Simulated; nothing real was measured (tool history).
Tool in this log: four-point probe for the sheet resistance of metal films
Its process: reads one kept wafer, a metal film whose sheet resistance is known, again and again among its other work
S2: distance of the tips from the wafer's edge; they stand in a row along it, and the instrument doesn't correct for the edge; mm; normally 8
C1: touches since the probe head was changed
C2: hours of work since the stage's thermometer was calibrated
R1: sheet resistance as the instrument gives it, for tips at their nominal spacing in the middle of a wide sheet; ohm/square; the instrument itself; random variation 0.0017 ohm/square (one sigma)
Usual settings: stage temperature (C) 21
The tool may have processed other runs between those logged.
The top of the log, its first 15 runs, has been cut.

run 16 day=40.421 | stage_temperature_(C)=21 S2=8 | C1=82040 C2=911 | R1=8.448516
run 17 day=43.967 | stage_temperature_(C)=21 S2=14 | C1=84100 C2=959 | R1=8.375668
run 18 day=47.538 | stage_temperature_(C)=21 S2=14 | C1=86175 C2=1007 | R1=8.371841
run 19 day=50.671 | stage_temperature_(C)=21 S2=14 | C1=87997 C2=1050 | R1=8.369502
run 20 day=54.438 | stage_temperature_(C)=21 S2=14 | C1=90185 C2=1101 | R1=8.371607
run 21 day=56.2 | stage_temperature_(C)=21 S2=8 | C1=91210 C2=1125 | R1=8.449258
run 22 day=59.375 | stage_temperature_(C)=19 S2=39 | C1=93056 C2=1168 | R1=8.356937
run 23 day=61.262 | stage_temperature_(C)=26 S2=19 | C1=94152 C2=1194 | R1=8.310548

Run 24 comes next. What will it give?
run 24 day=62.921 | stage_temperature_(C)=18 S2=7 | C1=95117 C2=1217 | R1=?

R1: 8.504591 ohm/square
If the tool had no hidden condition, the same run with the same run-to-run variation would have returned R1 8.486926 ohm/square.
